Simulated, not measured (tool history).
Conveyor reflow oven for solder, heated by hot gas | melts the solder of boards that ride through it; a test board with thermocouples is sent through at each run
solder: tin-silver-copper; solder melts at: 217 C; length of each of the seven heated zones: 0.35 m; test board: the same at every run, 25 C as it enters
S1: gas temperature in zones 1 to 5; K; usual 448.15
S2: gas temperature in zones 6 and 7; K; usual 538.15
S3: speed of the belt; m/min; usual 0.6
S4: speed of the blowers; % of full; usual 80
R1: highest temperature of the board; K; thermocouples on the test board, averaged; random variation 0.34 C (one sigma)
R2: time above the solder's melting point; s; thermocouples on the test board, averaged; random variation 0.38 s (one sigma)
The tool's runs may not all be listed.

run	day	S1	S2	S3	S4	R1	R2
1	0	448.15	538.15	0.6	80	521.45	49.7
2	0.617	448.15	538.15	0.6	66	517.95	46.3
3	1.642	448.15	538.15	0.61	80	520.35	47.8
4	2.8	448.15	538.15	0.6	80	520.35	49.6
5	3.633	448.15	538.15	0.6	80	521.25	49.4
6	4.746	448.15	538.15	0.6	80	521.85	49.9
7	5.525	448.15	538.15	0.64	80	519.05	43.9
8	6.225	448.15	538.15	0.64	80	519.25	43.9
9	6.842	455.15	538.15	0.694	83	518.15	41.6
10	7.729	452.15	538.15	0.526	83	526.65	63.3
11	8.617	452.15	538.15	0.526	83	525.95	62.7
12	9.6	448.15	527.15	0.6	80	512.45	40.8
13	10.754	448.15	527.15	0.6	80	511.65	42
14	11.383	444.15	527.15	0.702	76	505.05	25.3
15	12.283	448.15	548.15	0.592	80	530.25	56.4

Forecast each of these 3 alternatives for the next run:
A	13.038	435.15	548.15	0.695	80	?	?
B	13.038	446.15	536.15	0.6	67	?	?
C	13.038	448.15	551.15	0.61	80	?	?

run	R1	R2
A	520.85	38.1
B	516.95	44.1
C	531.45	55.2
Without the tool's hidden state the same runs would have given:
run	R1	R2
A	521.05	38.2
B	517.05	44.2
C	531.55	55.2
